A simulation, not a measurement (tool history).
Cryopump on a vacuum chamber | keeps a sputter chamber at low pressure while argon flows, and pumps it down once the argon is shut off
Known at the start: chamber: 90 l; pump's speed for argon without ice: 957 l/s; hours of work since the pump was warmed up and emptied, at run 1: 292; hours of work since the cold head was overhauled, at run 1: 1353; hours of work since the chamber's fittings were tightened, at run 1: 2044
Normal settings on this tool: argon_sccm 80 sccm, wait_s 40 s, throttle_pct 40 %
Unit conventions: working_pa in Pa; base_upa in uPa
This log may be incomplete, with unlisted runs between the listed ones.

run	hour	argon_sccm	wait_s	throttle_pct	hours of work since the pump was warmed up and emptied	hours of work since the cold head was overhauled	hours of work since the chamber's fittings were tightened	working_pa	base_upa
1	0.0	80	40	40	292	1353	2044	0.3689	6.80
2	45.1	80	37	40	332	1392	2084	0.3738	7.30
3	100.2	80	37	40	381	1441	2132	0.3734	7.10
4	157.6	80	37	40	431	1492	2183	0.3767	7.22
5	198.8	80	37	40	468	1528	2219	0.3784	7.42
6	248.1	80	61	40	511	1572	2263	0.3823	6.01
7	291.7	80	61	40	550	1610	2302	0.3837	5.95
# hour 326.2: leaking fittings of the chamber tightened, without venting
8	333.9	46	28	26	585	1646	7	0.3322	6.10
9	391.5	46	28	26	636	1697	58	0.3311	6.13
10	422.1	46	28	26	663	1724	85	0.3338	6.10
11	462.0	46	28	26	698	1759	120	0.3337	6.25
12	498.1	80	40	31	730	1791	152	0.4974	4.63
13	538.9	143	32	17	766	1827	188	1.5572	5.65
14	581.8	143	32	17	804	1865	226	1.5695	5.71

Each row is a separate what-if for the run after 14, all from the same tool condition, not one after another. Results?
A	632.3	34	40	19	849	1909	270	?	?
B	632.3	80	21	40	849	1909	270	?	?
C	632.3	80	94	18	849	1909	270	?	?

run	working_pa	base_upa
A	0.3355	4.88
B	0.4012	8.34
C	0.8403	2.53
Take away the tool's hidden state, keep each run's random variation, and the runs would have read:
run	working_pa	base_upa
A	0.3151	4.31
B	0.3531	7.78
C	0.7917	1.98
